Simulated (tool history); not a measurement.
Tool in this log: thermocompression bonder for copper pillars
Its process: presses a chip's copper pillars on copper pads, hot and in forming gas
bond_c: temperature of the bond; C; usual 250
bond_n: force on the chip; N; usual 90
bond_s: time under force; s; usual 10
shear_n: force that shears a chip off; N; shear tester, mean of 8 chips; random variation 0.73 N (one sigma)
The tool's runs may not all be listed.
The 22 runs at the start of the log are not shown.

{"run": 23, "day": 6.7, "bond_c": 249, "bond_n": 87, "bond_s": 10, "shear_n": 51.6}
{"run": 24, "day": 7.112, "bond_c": 249, "bond_n": 87, "bond_s": 10, "shear_n": 51.0}
{"run": 25, "day": 7.375, "bond_c": 249, "bond_n": 87, "bond_s": 5, "shear_n": 39.9}
{"run": 26, "day": 7.792, "bond_c": 250, "bond_n": 90, "bond_s": 16, "shear_n": 64.1}
{"run": 27, "day": 8.179, "bond_c": 268, "bond_n": 90, "bond_s": 16, "shear_n": 74.3}
{"run": 28, "day": 8.421, "bond_c": 268, "bond_n": 90, "bond_s": 16, "shear_n": 76.1}
{"run": 29, "day": 8.721, "bond_c": 268, "bond_n": 90, "bond_s": 16, "shear_n": 74.5}
{"run": 30, "day": 9.112, "bond_c": 261, "bond_n": 90, "bond_s": 12, "shear_n": 64.6}
{"run": 31, "day": 9.288, "bond_c": 250, "bond_n": 79, "bond_s": 10, "shear_n": 48.7}

Run 32 comes next. What will it give?
{"run": 32, "day": 9.512, "bond_c": 250, "bond_n": 79, "bond_s": 10, "shear_n": "?"}

Run 32 measured shear_n 48.0 N.
Without the tool's hidden state the same run would have given shear_n 47.9 N.

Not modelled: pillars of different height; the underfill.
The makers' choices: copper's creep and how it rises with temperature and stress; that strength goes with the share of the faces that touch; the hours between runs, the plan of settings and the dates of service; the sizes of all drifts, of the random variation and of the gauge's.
